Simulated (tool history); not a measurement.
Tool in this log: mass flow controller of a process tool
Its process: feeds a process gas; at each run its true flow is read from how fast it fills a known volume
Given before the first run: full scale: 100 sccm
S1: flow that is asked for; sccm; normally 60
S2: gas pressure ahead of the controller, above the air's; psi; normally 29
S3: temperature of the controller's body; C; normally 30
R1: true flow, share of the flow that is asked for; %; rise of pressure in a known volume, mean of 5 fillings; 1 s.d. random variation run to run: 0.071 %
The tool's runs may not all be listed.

{"run": 1, "hour": 0.0, "S1": 60, "S2": 29, "S3": 30, "R1": 99.46}
{"run": 2, "hour": 77.7, "S1": 16, "S2": 29, "S3": 30, "R1": 102.47}
{"run": 3, "hour": 120.0, "S1": 16, "S2": 29, "S3": 30, "R1": 102.44}
{"run": 4, "hour": 163.9, "S1": 60, "S2": 29, "S3": 30, "R1": 99.53}
{"run": 5, "hour": 236.3, "S1": 60, "S2": 29, "S3": 30, "R1": 99.48}
{"run": 6, "hour": 286.1, "S1": 60, "S2": 29, "S3": 30, "R1": 99.5}
{"run": 7, "hour": 322.1, "S1": 60, "S2": 34.1, "S3": 30, "R1": 99.41}
{"run": 8, "hour": 373.7, "S1": 60, "S2": 34.1, "S3": 30, "R1": 99.47}
{"run": 9, "hour": 423.0, "S1": 75, "S2": 21.5, "S3": 25, "R1": 99.17}
{"run": 10, "hour": 457.0, "S1": 24, "S2": 26.5, "S3": 25, "R1": 100.78}
{"run": 11, "hour": 490.4, "S1": 31, "S2": 26.5, "S3": 25, "R1": 100.22}
{"run": 12, "hour": 542.6, "S1": 26, "S2": 34.1, "S3": 30, "R1": 100.96}
{"run": 13, "hour": 575.2, "S1": 97, "S2": 39.2, "S3": 37, "R1": 99.38}
{"run": 14, "hour": 615.5, "S1": 60, "S2": 31.5, "S3": 23, "R1": 99}
{"run": 15, "hour": 685.4, "S1": 60, "S2": 29, "S3": 24, "R1": 99.18}
{"run": 16, "hour": 723.7, "S1": 89, "S2": 23.8, "S3": 33, "R1": 99.44}

Predict each of these 3 candidate next runs independently; none follows another, all start after run 16:
{"run": "A", "hour": 784.5, "S1": 16, "S2": 30, "S3": 30, "R1": "?"}
{"run": "B", "hour": 784.5, "S1": 24, "S2": 27.6, "S3": 30, "R1": "?"}
{"run": "C", "hour": 784.5, "S1": 60, "S2": 29, "S3": 24, "R1": "?"}

run=A R1=102.62
run=B R1=101.36
run=C R1=99.13
Without the tool's hidden state the same runs would have given:
run=A R1=99.82
run=B R1=100.15
run=C R1=99.83

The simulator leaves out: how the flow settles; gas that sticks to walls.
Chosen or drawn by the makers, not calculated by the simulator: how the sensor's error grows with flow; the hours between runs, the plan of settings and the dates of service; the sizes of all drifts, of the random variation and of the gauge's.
